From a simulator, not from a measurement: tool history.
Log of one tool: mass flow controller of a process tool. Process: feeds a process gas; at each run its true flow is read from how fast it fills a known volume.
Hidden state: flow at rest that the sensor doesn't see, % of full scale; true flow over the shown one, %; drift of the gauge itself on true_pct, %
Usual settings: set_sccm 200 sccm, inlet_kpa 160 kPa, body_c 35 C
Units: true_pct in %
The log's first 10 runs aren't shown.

run     hour  set_sccm  inlet_kpa  body_c  hours of work since the controller was set to zero  hours of work since the controller was changed  true_pct
 11   3630.0       200        160      35                                                4208                                            4208     94.14
      3704.1  -- controller's zero set anew
 12   4071.3       200        160      35                                                 233                                            4488     97.59
 13   4580.1        55        160      35                                                 555                                            4811     95.48
 14   4998.7        55        160      35                                                 821                                            5076     94.51
 15   5542.3        55        160      33                                                1166                                            5421     93.60
 16   5891.2       200        160      29                                                1387                                            5642     96.99
 17   6401.7       454        208      29                                                1710                                            5966     97.86
 18   6815.9       220        160      39                                                1973                                            6228     95.43
 19   7140.0       152        160      39                                                2179                                            6434     94.59
 20   7451.6       152        160      39                                                2376                                            6631     94.13
 21   7997.6       152        169      36                                                2722                                            6978     93.93
 22   8538.1       139        160      24                                                3065                                            7320     94.53
 23   8789.1       157        174      24                                                3224                                            7479     94.77
 24   9151.6       163        242      24                                                3454                                            7709     94.48
 25   9636.1       163        242      24                                                3761                                            8017     94.09
      9799.5  -- controller exchanged for a calibrated one
 26  10146.6       274        160      28                                                 220                                             220     98.62
 27  10684.9       274        160      28                                                 561                                             561     98.59
 28  11050.4       364        206      35                                                 793                                             793     97.73
 29  11477.8       364        206      35                                                1064                                            1064     97.68
 30  11795.9       364        206      35                                                1266                                            1266     97.47

The next listed run, before its measurement:
 31  12070.3       488        212      30                                                1440                                            1440         ?

true_pct: 98.28 %
Without the tool's hidden state the same run would have given true_pct 99.37 %.

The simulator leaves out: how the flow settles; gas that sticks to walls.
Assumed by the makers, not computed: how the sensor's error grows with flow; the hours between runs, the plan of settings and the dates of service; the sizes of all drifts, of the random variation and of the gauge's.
